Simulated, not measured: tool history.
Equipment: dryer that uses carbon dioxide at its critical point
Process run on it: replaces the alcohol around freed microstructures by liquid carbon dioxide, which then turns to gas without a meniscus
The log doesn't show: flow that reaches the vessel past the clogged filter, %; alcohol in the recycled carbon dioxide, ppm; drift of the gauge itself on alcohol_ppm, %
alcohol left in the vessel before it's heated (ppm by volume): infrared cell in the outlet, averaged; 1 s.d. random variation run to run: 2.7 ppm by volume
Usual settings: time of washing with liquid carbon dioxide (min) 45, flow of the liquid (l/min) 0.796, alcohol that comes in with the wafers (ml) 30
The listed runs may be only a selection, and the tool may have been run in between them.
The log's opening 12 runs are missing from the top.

run,hour,time of washing with liquid carbon dioxide (min),flow of the liquid (l/min),alcohol that comes in with the wafers (ml),hours of work since the filter was changed,hours of work since the purifier's bed was changed,alcohol left in the vessel before it's heated (ppm by volume)
13,571.5,32,0.796,30,181,568,77
14,603.9,32,0.796,30,196,584,82
15,674,32,0.796,30,231,618,87
# hour 726.6: inlet filter changed
16,740.1,32,0.796,20,7,650,57
17,786.1,45,0.796,30,29,672,43
18,842.3,45,0.796,30,56,700,39
19,906.2,45,1.211,30,88,731,37
20,963.1,45,1.211,30,115,759,42
21,1030.6,45,0.796,30,148,792,55
22,1066.5,45,0.796,41,166,809,51
23,1124.5,45,0.796,41,194,837,52
24,1165.6,45,0.796,41,214,857,62
25,1213.1,45,0.796,94,237,881,71

Run 26 comes next. What will it give?
# hour 1250.2: inlet filter changed
26,1268.7,32,0.651,62,9,907,?

{"run 26": {"alcohol left in the vessel before it's heated (ppm by volume)": 226}}
Had the tool carried no hidden state, the very same run would have given alcohol left in the vessel before it's heated (ppm by volume) 178.

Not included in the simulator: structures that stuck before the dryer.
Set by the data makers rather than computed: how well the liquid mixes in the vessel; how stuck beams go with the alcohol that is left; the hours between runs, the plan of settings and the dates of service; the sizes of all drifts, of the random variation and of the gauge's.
